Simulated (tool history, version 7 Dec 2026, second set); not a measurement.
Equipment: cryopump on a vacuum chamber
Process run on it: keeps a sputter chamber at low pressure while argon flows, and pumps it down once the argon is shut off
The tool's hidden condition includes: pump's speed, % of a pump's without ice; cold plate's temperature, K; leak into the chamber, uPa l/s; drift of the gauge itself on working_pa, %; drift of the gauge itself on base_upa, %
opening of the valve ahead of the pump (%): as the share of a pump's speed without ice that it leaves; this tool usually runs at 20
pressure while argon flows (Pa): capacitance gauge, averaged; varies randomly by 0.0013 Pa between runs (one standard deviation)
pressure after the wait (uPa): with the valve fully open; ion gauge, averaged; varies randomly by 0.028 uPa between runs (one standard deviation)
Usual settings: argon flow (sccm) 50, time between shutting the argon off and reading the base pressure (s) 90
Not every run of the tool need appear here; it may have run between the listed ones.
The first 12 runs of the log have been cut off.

run	hour	argon flow (sccm)	time between shutting the argon off and reading the base pressure (s)	opening of the valve ahead of the pump (%)	hours of work since the pump was warmed up and emptied	hours of work since the cold head was overhauled	hours of work since the chamber's fittings were tightened	pressure while argon flows (Pa)	pressure after the wait (uPa)
13	249.3	71	90	20	280	280	1153	0.438	2.31
14	268.7	50	181	20	289	289	1163	0.3063	1.67
15	293.3	50	90	20	302	302	1175	0.3085	2.32
16	306.1	50	90	20	308	308	1181	0.3094	2.32
17	319.9	50	90	19	315	315	1188	0.3258	2.29
18	337.7	50	90	19	323	323	1197	0.3249	2.29
19	364.8	76	90	19	337	337	1210	0.4915	2.33
20	379.9	76	90	19	344	344	1218	0.4906	2.32
21	406.1	50	133	20	357	357	1230	0.3095	2.01
22	421.9	50	133	20	365	365	1238	0.3106	2.02
23	434.7	23	289	20	371	371	1245	0.1429	1.62
24	464.6	23	276	58	386	386	1259	0.0542	1.64
25	479.7	47	276	33	393	393	1267	0.1827	1.68

For run 26, what comes out?
26	505.1	32	90	54	406	406	1279	?	?

pressure while argon flows (Pa): 0.0804
pressure after the wait (uPa): 2.44
Were there no unlogged condition in the tool, this run, its random variation unchanged, would have produced pressure while argon flows (Pa) 0.0697, pressure after the wait (uPa) 1.34.

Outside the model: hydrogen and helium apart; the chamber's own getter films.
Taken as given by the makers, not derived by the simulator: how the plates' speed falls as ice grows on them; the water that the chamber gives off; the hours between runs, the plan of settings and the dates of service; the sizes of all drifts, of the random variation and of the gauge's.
